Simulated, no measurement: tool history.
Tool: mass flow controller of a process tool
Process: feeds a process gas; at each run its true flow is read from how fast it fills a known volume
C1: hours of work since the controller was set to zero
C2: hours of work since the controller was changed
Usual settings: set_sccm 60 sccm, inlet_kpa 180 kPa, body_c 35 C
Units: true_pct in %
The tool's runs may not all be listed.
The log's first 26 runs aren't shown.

{"run": 27, "hour": 4291.6, "set_sccm": 46, "inlet_kpa": 160, "body_c": 38, "C1": 4621, "C2": 4621, "true_pct": 97.64}
{"hour": 4309.4, "done": "controller's zero set anew"}
{"run": 28, "hour": 4398.4, "set_sccm": 46, "inlet_kpa": 160, "body_c": 33, "C1": 41, "C2": 4669, "true_pct": 96.89}
{"run": 29, "hour": 4514.2, "set_sccm": 46, "inlet_kpa": 192, "body_c": 36, "C1": 93, "C2": 4722, "true_pct": 96.76}
{"run": 30, "hour": 4723.4, "set_sccm": 31, "inlet_kpa": 244, "body_c": 38, "C1": 189, "C2": 4817, "true_pct": 94.58}
{"run": 31, "hour": 4831.1, "set_sccm": 162, "inlet_kpa": 180, "body_c": 36, "C1": 238, "C2": 4866, "true_pct": 100.38}
{"hour": 4908.5, "done": "controller's zero set anew, once more"}
{"run": 32, "hour": 5058.5, "set_sccm": 20, "inlet_kpa": 183, "body_c": 21, "C1": 68, "C2": 4970, "true_pct": 99.88}
{"run": 33, "hour": 5286.5, "set_sccm": 28, "inlet_kpa": 146, "body_c": 28, "C1": 172, "C2": 5074, "true_pct": 100.11}
{"run": 34, "hour": 5524.9, "set_sccm": 141, "inlet_kpa": 180, "body_c": 35, "C1": 281, "C2": 5182, "true_pct": 101.26}
{"run": 35, "hour": 5646.5, "set_sccm": 141, "inlet_kpa": 180, "body_c": 35, "C1": 336, "C2": 5238, "true_pct": 101.4}
{"run": 36, "hour": 5830.9, "set_sccm": 178, "inlet_kpa": 176, "body_c": 35, "C1": 420, "C2": 5322, "true_pct": 101.54}
{"run": 37, "hour": 5942.8, "set_sccm": 178, "inlet_kpa": 176, "body_c": 35, "C1": 471, "C2": 5373, "true_pct": 101.48}
{"run": 38, "hour": 6099.6, "set_sccm": 125, "inlet_kpa": 228, "body_c": 20, "C1": 543, "C2": 5444, "true_pct": 100.39}
{"run": 39, "hour": 6201.7, "set_sccm": 118, "inlet_kpa": 237, "body_c": 25, "C1": 589, "C2": 5491, "true_pct": 100.34}
{"run": 40, "hour": 6313.5, "set_sccm": 29, "inlet_kpa": 267, "body_c": 23, "C1": 640, "C2": 5542, "true_pct": 98.93}
{"run": 41, "hour": 6477.2, "set_sccm": 29, "inlet_kpa": 267, "body_c": 23, "C1": 715, "C2": 5616, "true_pct": 99.08}
{"run": 42, "hour": 6705.8, "set_sccm": 75, "inlet_kpa": 227, "body_c": 22, "C1": 819, "C2": 5721, "true_pct": 100.1}
{"run": 43, "hour": 6895.9, "set_sccm": 60, "inlet_kpa": 155, "body_c": 35, "C1": 906, "C2": 5807, "true_pct": 100.67}

Run 44 comes next. What will it give?
{"run": 44, "hour": 7082.7, "set_sccm": 60, "inlet_kpa": 172, "body_c": 29, "C1": 991, "C2": 5892, "true_pct": "?"}

Run 44 gave true_pct 100.36 %.
Without the tool's hidden state the same run would have given true_pct 99.52 %.
